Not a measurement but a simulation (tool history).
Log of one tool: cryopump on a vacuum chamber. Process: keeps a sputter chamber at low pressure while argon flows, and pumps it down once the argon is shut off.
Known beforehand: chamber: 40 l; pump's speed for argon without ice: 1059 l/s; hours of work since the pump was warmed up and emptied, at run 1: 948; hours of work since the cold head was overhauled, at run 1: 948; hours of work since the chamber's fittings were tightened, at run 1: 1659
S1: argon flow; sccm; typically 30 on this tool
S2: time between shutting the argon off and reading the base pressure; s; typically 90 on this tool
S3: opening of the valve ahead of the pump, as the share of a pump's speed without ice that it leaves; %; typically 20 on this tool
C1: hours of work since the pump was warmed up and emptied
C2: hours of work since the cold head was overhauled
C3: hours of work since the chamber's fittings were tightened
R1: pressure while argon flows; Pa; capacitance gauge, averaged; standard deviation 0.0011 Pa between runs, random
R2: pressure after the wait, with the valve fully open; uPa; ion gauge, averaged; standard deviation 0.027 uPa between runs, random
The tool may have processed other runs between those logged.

run,day,S1,S2,S3,C1,C2,C3,R1,R2
1,0.000,30,90,20,948,948,1659,0.2553,3.19
2,0.646,30,90,20,960,960,1671,0.2559,3.06
3,1.979,30,90,20,986,986,1697,0.2561,3.12
4,2.958,30,90,26,1005,1005,1716,0.2024,3.19
5,3.696,30,90,26,1019,1019,1731,0.2025,3.15
6,4.388,30,90,26,1033,1033,1744,0.2020,3.22
7,5.058,30,80,26,1046,1046,1757,0.2026,3.49
8,5.725,30,90,44,1059,1059,1770,0.1277,3.34
9,6.483,30,90,20,1074,1074,1785,0.2591,3.35
10,7.350,30,90,20,1090,1090,1802,0.2607,3.29
11,8.125,30,90,20,1106,1106,1817,0.2600,3.48
12,9.125,30,90,20,1125,1125,1836,0.2594,3.41
13,10.367,30,90,20,1149,1149,1860,0.2605,3.56
# day 11.333: pump warmed up, emptied and cooled again
14,12.075,30,90,20,14,1178,1890,0.2405,2.80
15,13.329,30,90,20,39,1203,1914,0.2393,2.85
16,14.004,30,90,20,52,1216,1927,0.2433,2.93
17,14.617,30,90,20,64,1228,1939,0.2432,2.88
18,15.988,30,90,20,90,1254,1966,0.2406,2.89
19,16.725,30,90,20,105,1269,1980,0.2426,2.92
20,17.808,42,90,44,126,1290,2001,0.1561,2.96
21,18.533,27,85,23,140,1304,2015,0.1899,3.04
22,19.875,30,49,17,166,1330,2041,0.2862,3.80
23,21.208,36,78,54,192,1356,2067,0.1130,3.17
24,21.979,12,78,59,207,1371,2082,0.0331,3.14
25,22.746,12,73,18,222,1386,2097,0.1071,3.19
26,24.229,12,73,18,251,1414,2126,0.1078,3.29
27,25.671,23,90,43,279,1442,2154,0.0891,3.10
28,26.850,30,63,39,301,1465,2177,0.1291,3.61
29,28.133,32,63,39,326,1490,2202,0.1356,3.62
30,29.546,32,63,39,354,1518,2229,0.1373,3.72
31,31.038,32,223,39,383,1547,2258,0.1389,2.73
32,31.762,27,90,20,397,1561,2272,0.2224,3.36
33,33.129,24,90,53,424,1587,2299,0.0792,3.36

How the hidden state differs across the entries between the runs, from the last listed run before each to the first after it:
From run 13 to run 14: pump warmed up, emptied and cooled again (day 11.333)
  pump's speed, % of a pump's without ice: 70.6 -> 99.1; cold plate's temperature, K: 13.02 -> 13.04; leak into the chamber, uPa l/s: 1888 -> 1911
  difference, measured minus the result without the unlogged condition, R1: +0.0214 -> +0.0015 Pa; R2: +2.32 -> +1.58 uPa
